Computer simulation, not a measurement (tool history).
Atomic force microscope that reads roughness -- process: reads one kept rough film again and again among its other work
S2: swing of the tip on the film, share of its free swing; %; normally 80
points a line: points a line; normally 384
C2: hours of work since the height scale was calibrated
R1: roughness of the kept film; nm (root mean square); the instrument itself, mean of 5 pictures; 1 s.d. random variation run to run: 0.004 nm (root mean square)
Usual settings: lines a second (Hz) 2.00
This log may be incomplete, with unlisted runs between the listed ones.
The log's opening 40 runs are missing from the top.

run 41 hour=1011.9 | lines_a_second_(Hz)=2.47 S2=57 points_a_line=381 | pictures_with_this_tip=235 C2=1156 | R1=0.701
run 42 hour=1030.3 | lines_a_second_(Hz)=2.47 S2=75 points_a_line=403 | pictures_with_this_tip=254 C2=1165 | R1=0.619
run 43 hour=1060.7 | lines_a_second_(Hz)=2.47 S2=75 points_a_line=403 | pictures_with_this_tip=286 C2=1180 | R1=0.607
run 44 hour=1077.4 | lines_a_second_(Hz)=2.47 S2=75 points_a_line=403 | pictures_with_this_tip=303 C2=1188 | R1=0.616
run 45 hour=1102.1 | lines_a_second_(Hz)=2.47 S2=75 points_a_line=403 | pictures_with_this_tip=328 C2=1201 | R1=0.624
-- hour=1112.2 new tip fitted
run 46 hour=1138.0 | lines_a_second_(Hz)=2.87 S2=77 points_a_line=663 | pictures_with_this_tip=27 C2=1218 | R1=0.610
run 47 hour=1171.8 | lines_a_second_(Hz)=1.04 S2=56 points_a_line=460 | pictures_with_this_tip=61 C2=1235 | R1=0.750
run 48 hour=1206.3 | lines_a_second_(Hz)=1.04 S2=56 points_a_line=460 | pictures_with_this_tip=97 C2=1253 | R1=0.745
run 49 hour=1233.2 | lines_a_second_(Hz)=2.65 S2=56 points_a_line=460 | pictures_with_this_tip=124 C2=1266 | R1=0.710
run 50 hour=1265.8 | lines_a_second_(Hz)=3.83 S2=66 points_a_line=792 | pictures_with_this_tip=158 C2=1283 | R1=0.641
run 51 hour=1301.6 | lines_a_second_(Hz)=3.83 S2=76 points_a_line=627 | pictures_with_this_tip=195 C2=1300 | R1=0.556
run 52 hour=1329.1 | lines_a_second_(Hz)=3.83 S2=76 points_a_line=627 | pictures_with_this_tip=223 C2=1314 | R1=0.562

Branching from run 52: 4 alternative next runs. What would each branch give?
run A hour=1346.4 | lines_a_second_(Hz)=2.44 S2=83 points_a_line=580 | pictures_with_this_tip=241 C2=1323 | R1=?
run B hour=1346.4 | lines_a_second_(Hz)=3.83 S2=76 points_a_line=457 | pictures_with_this_tip=241 C2=1323 | R1=?
run C hour=1346.4 | lines_a_second_(Hz)=3.17 S2=57 points_a_line=324 | pictures_with_this_tip=241 C2=1323 | R1=?
run D hour=1346.4 | lines_a_second_(Hz)=0.63 S2=57 points_a_line=627 | pictures_with_this_tip=241 C2=1323 | R1=?

run=A R1=0.576
run=B R1=0.557
run=C R1=0.687
run=D R1=0.741
With the hidden condition removed and each run's random variation left untouched, the same runs would have given:
run=A R1=0.602
run=B R1=0.582
run=C R1=0.719
run=D R1=0.774

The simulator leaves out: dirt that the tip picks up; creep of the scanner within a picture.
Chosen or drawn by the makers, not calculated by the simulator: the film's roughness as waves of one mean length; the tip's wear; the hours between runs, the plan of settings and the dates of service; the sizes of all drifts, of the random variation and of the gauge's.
